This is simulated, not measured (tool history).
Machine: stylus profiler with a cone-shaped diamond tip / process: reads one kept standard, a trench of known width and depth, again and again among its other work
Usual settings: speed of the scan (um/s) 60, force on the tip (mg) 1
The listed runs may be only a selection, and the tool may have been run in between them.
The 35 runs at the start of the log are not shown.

run,hour,speed of the scan (um/s),force on the tip (mg),depth of the trench (angstrom),width of the trench's floor (nm)
36,421.4,189,0.37,1000.4,46640
37,429.4,90,0.52,1002.7,47800
# hour 430.8: height scale calibrated on a step standard, once more
38,439.8,90,0.52,1004.9,47820
39,447.1,232,2.06,1012,47570
40,459.2,63,2.7,1013.7,48370
41,473.9,63,2.7,1014.1,48370
42,488.5,63,2.7,1014.2,48350
43,500.2,17,1.11,1008.1,48520

What if the next run were any one of these 4? Each begins from the tool's condition after run 43:
A,507.7,68,1.02,?,?
B,507.7,16,0.51,?,?
C,507.7,80,0.51,?,?
D,507.7,161,1.73,?,?

run,depth of the trench (angstrom),width of the trench's floor (nm)
A,1006.9,48200
B,1004.5,48470
C,1004.9,47900
D,1011.1,47780
Without the tool's hidden state the same runs would have given:
run,depth of the trench (angstrom),width of the trench's floor (nm)
A,1006.7,48340
B,1004.2,48610
C,1004.7,48030
D,1010.8,47920

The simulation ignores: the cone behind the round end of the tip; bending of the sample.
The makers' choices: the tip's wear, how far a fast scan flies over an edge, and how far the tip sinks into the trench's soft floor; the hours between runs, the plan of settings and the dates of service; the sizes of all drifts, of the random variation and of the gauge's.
